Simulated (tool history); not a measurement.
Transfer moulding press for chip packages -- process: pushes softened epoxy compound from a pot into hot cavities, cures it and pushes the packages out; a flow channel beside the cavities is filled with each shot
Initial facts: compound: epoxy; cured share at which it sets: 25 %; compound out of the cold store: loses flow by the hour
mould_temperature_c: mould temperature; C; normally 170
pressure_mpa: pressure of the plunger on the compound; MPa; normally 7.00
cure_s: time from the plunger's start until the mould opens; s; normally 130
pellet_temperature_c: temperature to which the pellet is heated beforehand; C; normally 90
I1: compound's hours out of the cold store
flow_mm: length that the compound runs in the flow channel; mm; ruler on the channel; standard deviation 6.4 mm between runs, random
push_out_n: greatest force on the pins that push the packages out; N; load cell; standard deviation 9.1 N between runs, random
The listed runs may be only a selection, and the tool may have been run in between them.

run 1 hour=0.0 | mould_temperature_c=170 pressure_mpa=7.00 cure_s=130 pellet_temperature_c=90 | I1=30.1 | flow_mm=717 push_out_n=447
run 2 hour=6.9 | mould_temperature_c=170 pressure_mpa=7.00 cure_s=130 pellet_temperature_c=90 | I1=8.1 | flow_mm=806 push_out_n=496
run 3 hour=12.3 | mould_temperature_c=170 pressure_mpa=7.14 cure_s=130 pellet_temperature_c=90 | I1=45.6 | flow_mm=676 push_out_n=486
run 4 hour=19.4 | mould_temperature_c=170 pressure_mpa=7.14 cure_s=130 pellet_temperature_c=90 | I1=22.1 | flow_mm=750 push_out_n=523
run 5 hour=32.0 | mould_temperature_c=170 pressure_mpa=7.14 cure_s=130 pellet_temperature_c=90 | I1=26.7 | flow_mm=734 push_out_n=576
run 6 hour=41.5 | mould_temperature_c=170 pressure_mpa=7.14 cure_s=130 pellet_temperature_c=83 | I1=17.6 | flow_mm=776 push_out_n=585
-- hour=43.6 cavities cleaned with cleaning compound and waxed
run 7 hour=51.6 | mould_temperature_c=170 pressure_mpa=7.14 cure_s=130 pellet_temperature_c=83 | I1=20.2 | flow_mm=748 push_out_n=456
run 8 hour=61.8 | mould_temperature_c=170 pressure_mpa=7.14 cure_s=130 pellet_temperature_c=81 | I1=16.1 | flow_mm=774 push_out_n=491
run 9 hour=73.0 | mould_temperature_c=170 pressure_mpa=7.00 cure_s=130 pellet_temperature_c=90 | I1=18.6 | flow_mm=764 push_out_n=534
run 10 hour=80.1 | mould_temperature_c=170 pressure_mpa=7.00 cure_s=130 pellet_temperature_c=90 | I1=18.6 | flow_mm=754 push_out_n=560
run 11 hour=88.8 | mould_temperature_c=170 pressure_mpa=7.00 cure_s=130 pellet_temperature_c=90 | I1=15.4 | flow_mm=750 push_out_n=584
-- hour=91.1 cavities cleaned with cleaning compound and waxed
run 12 hour=101.0 | mould_temperature_c=170 pressure_mpa=7.00 cure_s=130 pellet_temperature_c=90 | I1=19.9 | flow_mm=746 push_out_n=457
run 13 hour=109.1 | mould_temperature_c=170 pressure_mpa=7.00 cure_s=130 pellet_temperature_c=90 | I1=10.5 | flow_mm=781 push_out_n=499
run 14 hour=115.9 | mould_temperature_c=170 pressure_mpa=7.00 cure_s=130 pellet_temperature_c=90 | I1=40.9 | flow_mm=657 push_out_n=503
run 15 hour=127.2 | mould_temperature_c=170 pressure_mpa=7.00 cure_s=130 pellet_temperature_c=85 | I1=43.5 | flow_mm=650 push_out_n=531
run 16 hour=134.9 | mould_temperature_c=170 pressure_mpa=7.00 cure_s=140 pellet_temperature_c=88 | I1=12.1 | flow_mm=772 push_out_n=556
-- hour=138.7 cavities cleaned with cleaning compound and waxed
run 17 hour=147.3 | mould_temperature_c=170 pressure_mpa=7.31 cure_s=124 pellet_temperature_c=80 | I1=18.1 | flow_mm=755 push_out_n=454
run 18 hour=157.9 | mould_temperature_c=170 pressure_mpa=7.31 cure_s=124 pellet_temperature_c=80 | I1=30.0 | flow_mm=693 push_out_n=487
run 19 hour=163.3 | mould_temperature_c=177 pressure_mpa=5.47 cure_s=125 pellet_temperature_c=94 | I1=19.0 | flow_mm=624 push_out_n=512
run 20 hour=172.7 | mould_temperature_c=177 pressure_mpa=6.77 cure_s=127 pellet_temperature_c=94 | I1=11.4 | flow_mm=726 push_out_n=531
run 21 hour=180.6 | mould_temperature_c=177 pressure_mpa=6.77 cure_s=127 pellet_temperature_c=94 | I1=19.6 | flow_mm=709 push_out_n=530
-- hour=186.4 cavities cleaned with cleaning compound and waxed
run 22 hour=193.1 | mould_temperature_c=177 pressure_mpa=6.67 cure_s=155 pellet_temperature_c=93 | I1=9.3 | flow_mm=736 push_out_n=437
-- hour=200.3 plunger's sealing rings changed
run 23 hour=202.1 | mould_temperature_c=177 pressure_mpa=6.67 cure_s=155 pellet_temperature_c=93 | I1=40.7 | flow_mm=687 push_out_n=423
run 24 hour=211.4 | mould_temperature_c=174 pressure_mpa=6.00 cure_s=159 pellet_temperature_c=90 | I1=25.6 | flow_mm=731 push_out_n=479
run 25 hour=218.1 | mould_temperature_c=174 pressure_mpa=6.00 cure_s=159 pellet_temperature_c=90 | I1=47.2 | flow_mm=648 push_out_n=525
run 26 hour=224.7 | mould_temperature_c=174 pressure_mpa=6.00 cure_s=159 pellet_temperature_c=90 | I1=37.4 | flow_mm=673 push_out_n=535
-- hour=236.6 cavities cleaned with cleaning compound and waxed
run 27 hour=237.4 | mould_temperature_c=174 pressure_mpa=6.00 cure_s=159 pellet_temperature_c=90 | I1=35.8 | flow_mm=677 push_out_n=380
run 28 hour=244.1 | mould_temperature_c=174 pressure_mpa=7.00 cure_s=130 pellet_temperature_c=90 | I1=45.0 | flow_mm=698 push_out_n=402
run 29 hour=249.2 | mould_temperature_c=174 pressure_mpa=7.00 cure_s=152 pellet_temperature_c=90 | I1=38.6 | flow_mm=716 push_out_n=451

Forecast each of these 3 alternatives for the next run:
run A hour=257.2 | mould_temperature_c=170 pressure_mpa=7.00 cure_s=130 pellet_temperature_c=93 | I1=36.9 | flow_mm=? push_out_n=?
run B hour=257.2 | mould_temperature_c=170 pressure_mpa=7.00 cure_s=160 pellet_temperature_c=90 | I1=10.0 | flow_mm=? push_out_n=?
run C hour=257.2 | mould_temperature_c=170 pressure_mpa=7.00 cure_s=123 pellet_temperature_c=86 | I1=15.8 | flow_mm=? push_out_n=?

run=A flow_mm=748 push_out_n=477
run=B flow_mm=856 push_out_n=493
run=C flow_mm=828 push_out_n=504
Without the tool's unlogged condition, the same runs would have read:
run=A flow_mm=760 push_out_n=394
run=B flow_mm=870 push_out_n=405
run=C flow_mm=841 push_out_n=418
